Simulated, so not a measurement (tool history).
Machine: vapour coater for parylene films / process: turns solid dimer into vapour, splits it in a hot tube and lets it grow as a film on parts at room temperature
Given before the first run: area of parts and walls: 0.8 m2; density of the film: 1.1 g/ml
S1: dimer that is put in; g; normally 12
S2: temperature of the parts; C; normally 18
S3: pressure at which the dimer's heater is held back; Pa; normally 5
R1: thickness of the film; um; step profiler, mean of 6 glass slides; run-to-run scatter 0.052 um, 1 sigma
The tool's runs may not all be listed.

run   hour  S1  S2     S3    R1
  1      0  12  18      5  6.12
  2   38.3   5  18      5  2.55
  3   63.2  12  18      5  6.05
  4   87.5  12  18      5  6.15
  5  117.8  12  18      5  6.03
  6  155.3  12  16      5  6.55
  7  197.3  12  16      5  6.45
  8  216.6  12  10      5  8.29
  9  256.1  12  10      5  8.07
 10  283.7   8  18      5  3.93
 11  304.2  12  18      5  5.91
 12  325.9  12  18      5  5.82
 13  364.5  12  18      5  5.88
 14    384  12  18      5  5.86
 15  409.3  12  18      5  5.95
 16  437.2   8  18      5  3.84
 17  476.3  19  22   2.69  9.95
 18    510  13  17   2.87  8.14
 19  555.8  12  18   2.65  7.43
 20  584.8  18  18   6.11  9.45
 21  614.2  18  18   5.82  9.36
 22  653.1   6  22  10.29  2.46
 23  695.5  13  27   3.64  5.18
 24  717.8  13  27   3.64   5.2
 25    739  13  27   3.64  5.23
 26    764  12  14   2.96  8.19
 27  783.4  12  14   2.96   8.3
 28  812.7   6  18   4.08  3.31
 29  838.9  12  18      5  6.37

Removed from this log: 1 entry logged between the listed runs. Between which two listed runs does each belong, and how does the tool's hidden state at the listed run before it compare with that at the listed run after it?
In the gap between runs 16 and 17: trap's valve overhauled (hour 464.3)
  vapour lost through the trap's worn valve, %: 12.8 -> 0.3; true temperature of the parts over the reading, C: 0.28 -> 0.29
  measured result minus the result with no hidden state, R1: -0.61 -> -0.15 um
